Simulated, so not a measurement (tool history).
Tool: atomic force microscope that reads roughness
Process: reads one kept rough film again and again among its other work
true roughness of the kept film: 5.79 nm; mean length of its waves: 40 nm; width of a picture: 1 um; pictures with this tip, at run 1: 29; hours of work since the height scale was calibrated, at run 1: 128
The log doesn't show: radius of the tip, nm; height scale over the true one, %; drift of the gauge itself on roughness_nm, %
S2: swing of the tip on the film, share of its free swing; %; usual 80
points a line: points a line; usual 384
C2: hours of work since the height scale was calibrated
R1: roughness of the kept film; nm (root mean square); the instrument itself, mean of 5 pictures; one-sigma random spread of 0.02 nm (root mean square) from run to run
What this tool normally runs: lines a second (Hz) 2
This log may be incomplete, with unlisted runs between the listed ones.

run 1 hour=0 | lines_a_second_(Hz)=2 S2=80 points_a_line=384 | pictures_with_this_tip=29 C2=128 | R1=4.57
run 2 hour=5.5 | lines_a_second_(Hz)=2 S2=80 points_a_line=526 | pictures_with_this_tip=34 C2=130 | R1=4.536
run 3 hour=9.8 | lines_a_second_(Hz)=2 S2=80 points_a_line=953 | pictures_with_this_tip=38 C2=132 | R1=4.465
run 4 hour=17.9 | lines_a_second_(Hz)=2 S2=80 points_a_line=953 | pictures_with_this_tip=45 C2=136 | R1=4.42
run 5 hour=25.5 | lines_a_second_(Hz)=2 S2=80 points_a_line=953 | pictures_with_this_tip=52 C2=140 | R1=4.355
run 6 hour=32.9 | lines_a_second_(Hz)=2 S2=80 points_a_line=953 | pictures_with_this_tip=59 C2=143 | R1=4.281
run 7 hour=38 | lines_a_second_(Hz)=0.68 S2=80 points_a_line=953 | pictures_with_this_tip=64 C2=146 | R1=4.512
run 8 hour=43.7 | lines_a_second_(Hz)=0.68 S2=80 points_a_line=953 | pictures_with_this_tip=69 C2=148 | R1=4.473
run 9 hour=47.7 | lines_a_second_(Hz)=0.68 S2=80 points_a_line=953 | pictures_with_this_tip=73 C2=150 | R1=4.458
run 10 hour=55.9 | lines_a_second_(Hz)=0.68 S2=80 points_a_line=953 | pictures_with_this_tip=80 C2=154 | R1=4.397
run 11 hour=62.5 | lines_a_second_(Hz)=2 S2=80 points_a_line=384 | pictures_with_this_tip=86 C2=157 | R1=4.063
-- hour=63.7 new tip fitted
run 12 hour=70.4 | lines_a_second_(Hz)=2 S2=80 points_a_line=384 | pictures_with_this_tip=6 C2=161 | R1=4.775
run 13 hour=76.2 | lines_a_second_(Hz)=2 S2=80 points_a_line=484 | pictures_with_this_tip=11 C2=163 | R1=4.684
run 14 hour=82.1 | lines_a_second_(Hz)=2 S2=80 points_a_line=816 | pictures_with_this_tip=17 C2=166 | R1=4.662
run 15 hour=86.1 | lines_a_second_(Hz)=2 S2=80 points_a_line=384 | pictures_with_this_tip=20 C2=168 | R1=4.674
run 16 hour=90 | lines_a_second_(Hz)=2 S2=80 points_a_line=517 | pictures_with_this_tip=24 C2=170 | R1=4.594
run 17 hour=94.4 | lines_a_second_(Hz)=2 S2=80 points_a_line=517 | pictures_with_this_tip=28 C2=172 | R1=4.532
run 18 hour=99.6 | lines_a_second_(Hz)=2 S2=80 points_a_line=384 | pictures_with_this_tip=33 C2=174 | R1=4.47
run 19 hour=108.9 | lines_a_second_(Hz)=2 S2=80 points_a_line=384 | pictures_with_this_tip=41 C2=179 | R1=4.382
run 20 hour=115.4 | lines_a_second_(Hz)=2 S2=80 points_a_line=384 | pictures_with_this_tip=47 C2=182 | R1=4.31
run 21 hour=124.3 | lines_a_second_(Hz)=2 S2=80 points_a_line=384 | pictures_with_this_tip=55 C2=186 | R1=4.255
run 22 hour=129.6 | lines_a_second_(Hz)=1.15 S2=55 points_a_line=384 | pictures_with_this_tip=60 C2=188 | R1=4.584
run 23 hour=134.9 | lines_a_second_(Hz)=1.15 S2=55 points_a_line=384 | pictures_with_this_tip=65 C2=191 | R1=4.542
run 24 hour=141.5 | lines_a_second_(Hz)=1.26 S2=71 points_a_line=376 | pictures_with_this_tip=71 C2=194 | R1=4.376
run 25 hour=150.1 | lines_a_second_(Hz)=0.9 S2=89 points_a_line=310 | pictures_with_this_tip=79 C2=198 | R1=4.171
-- hour=158.7 new tip fitted
run 26 hour=160 | lines_a_second_(Hz)=0.9 S2=89 points_a_line=310 | pictures_with_this_tip=1 C2=202 | R1=5.002
run 27 hour=165.4 | lines_a_second_(Hz)=1.74 S2=77 points_a_line=384 | pictures_with_this_tip=6 C2=205 | R1=4.94
run 28 hour=171.9 | lines_a_second_(Hz)=1.91 S2=80 points_a_line=521 | pictures_with_this_tip=12 C2=208 | R1=4.734
run 29 hour=180.8 | lines_a_second_(Hz)=0.79 S2=66 points_a_line=530 | pictures_with_this_tip=20 C2=212 | R1=5.052
run 30 hour=188.7 | lines_a_second_(Hz)=2 S2=80 points_a_line=955 | pictures_with_this_tip=27 C2=216 | R1=4.583
run 31 hour=194.7 | lines_a_second_(Hz)=1.33 S2=80 points_a_line=955 | pictures_with_this_tip=33 C2=218 | R1=4.687
run 32 hour=199 | lines_a_second_(Hz)=1.33 S2=80 points_a_line=955 | pictures_with_this_tip=37 C2=220 | R1=4.625
run 33 hour=203.8 | lines_a_second_(Hz)=1.33 S2=80 points_a_line=955 | pictures_with_this_tip=41 C2=223 | R1=4.544
run 34 hour=207.8 | lines_a_second_(Hz)=3.85 S2=80 points_a_line=452 | pictures_with_this_tip=45 C2=225 | R1=4.005
run 35 hour=212.2 | lines_a_second_(Hz)=2 S2=80 points_a_line=405 | pictures_with_this_tip=49 C2=227 | R1=4.334
run 36 hour=221.2 | lines_a_second_(Hz)=0.67 S2=80 points_a_line=513 | pictures_with_this_tip=57 C2=231 | R1=4.531
run 37 hour=225.5 | lines_a_second_(Hz)=1.4 S2=80 points_a_line=535 | pictures_with_this_tip=61 C2=233 | R1=4.347
run 38 hour=232.4 | lines_a_second_(Hz)=0.7 S2=55 points_a_line=938 | pictures_with_this_tip=67 C2=236 | R1=4.568
run 39 hour=236.7 | lines_a_second_(Hz)=0.87 S2=81 points_a_line=543 | pictures_with_this_tip=71 C2=238 | R1=4.386
run 40 hour=244.4 | lines_a_second_(Hz)=2.8 S2=65 points_a_line=633 | pictures_with_this_tip=78 C2=242 | R1=4.239

3 ways to go on from here, each from the tool as it stands after run 40. What would each give?
run A hour=250.5 | lines_a_second_(Hz)=3.79 S2=78 points_a_line=401 | pictures_with_this_tip=84 C2=244 | R1=?
run B hour=250.5 | lines_a_second_(Hz)=3.89 S2=76 points_a_line=347 | pictures_with_this_tip=84 C2=244 | R1=?
run C hour=250.5 | lines_a_second_(Hz)=2 S2=80 points_a_line=312 | pictures_with_this_tip=84 C2=244 | R1=?

run=A R1=3.747
run=B R1=3.801
run=C R1=4.013
The same runs, with their run-to-run variation unchanged, on a tool lacking any hidden condition would have given:
run=A R1=4.539
run=B R1=4.605
run=C R1=4.863

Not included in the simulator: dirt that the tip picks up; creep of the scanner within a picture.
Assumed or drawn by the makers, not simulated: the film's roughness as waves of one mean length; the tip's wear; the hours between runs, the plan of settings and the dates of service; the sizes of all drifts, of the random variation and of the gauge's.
